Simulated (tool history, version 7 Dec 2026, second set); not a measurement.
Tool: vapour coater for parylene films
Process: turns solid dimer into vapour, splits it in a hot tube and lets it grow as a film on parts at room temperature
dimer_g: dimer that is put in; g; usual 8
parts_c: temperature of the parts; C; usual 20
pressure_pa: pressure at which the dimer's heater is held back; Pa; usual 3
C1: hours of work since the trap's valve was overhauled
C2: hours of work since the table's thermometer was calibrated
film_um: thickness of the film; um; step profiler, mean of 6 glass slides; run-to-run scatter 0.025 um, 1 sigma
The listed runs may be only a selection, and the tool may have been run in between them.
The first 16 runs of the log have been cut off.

{"run": 17, "hour": 625.3, "dimer_g": 4, "parts_c": 20, "pressure_pa": 3, "C1": 33, "C2": 599, "film_um": 0.89}
{"run": 18, "hour": 667.4, "dimer_g": 8, "parts_c": 20, "pressure_pa": 3, "C1": 65, "C2": 631, "film_um": 1.79}
{"run": 19, "hour": 715.6, "dimer_g": 8, "parts_c": 27, "pressure_pa": 3, "C1": 102, "C2": 668, "film_um": 1.53}
{"run": 20, "hour": 748.4, "dimer_g": 4, "parts_c": 27, "pressure_pa": 3, "C1": 128, "C2": 694, "film_um": 0.72}
{"run": 21, "hour": 775.4, "dimer_g": 4, "parts_c": 27, "pressure_pa": 3, "C1": 148, "C2": 714, "film_um": 0.76}
{"run": 22, "hour": 808.9, "dimer_g": 4, "parts_c": 15, "pressure_pa": 3, "C1": 174, "C2": 740, "film_um": 0.95}
{"run": 23, "hour": 860.2, "dimer_g": 4, "parts_c": 15, "pressure_pa": 3, "C1": 214, "C2": 780, "film_um": 0.95}
{"run": 24, "hour": 890.8, "dimer_g": 4, "parts_c": 15, "pressure_pa": 3, "C1": 237, "C2": 803, "film_um": 0.95}
{"run": 25, "hour": 915.8, "dimer_g": 4, "parts_c": 20, "pressure_pa": 9.34, "C1": 256, "C2": 823, "film_um": 0.67}
{"run": 26, "hour": 963.6, "dimer_g": 4, "parts_c": 13, "pressure_pa": 6.45, "C1": 293, "C2": 859, "film_um": 0.88}

The next listed run, before its measurement:
{"run": 27, "hour": 1006.2, "dimer_g": 4, "parts_c": 13, "pressure_pa": 6.45, "C1": 326, "C2": 892, "film_um": "?"}

Logged for run 27: film_um 0.8 um.
With no hidden state in the tool, this same run would have given film_um 0.88 um.
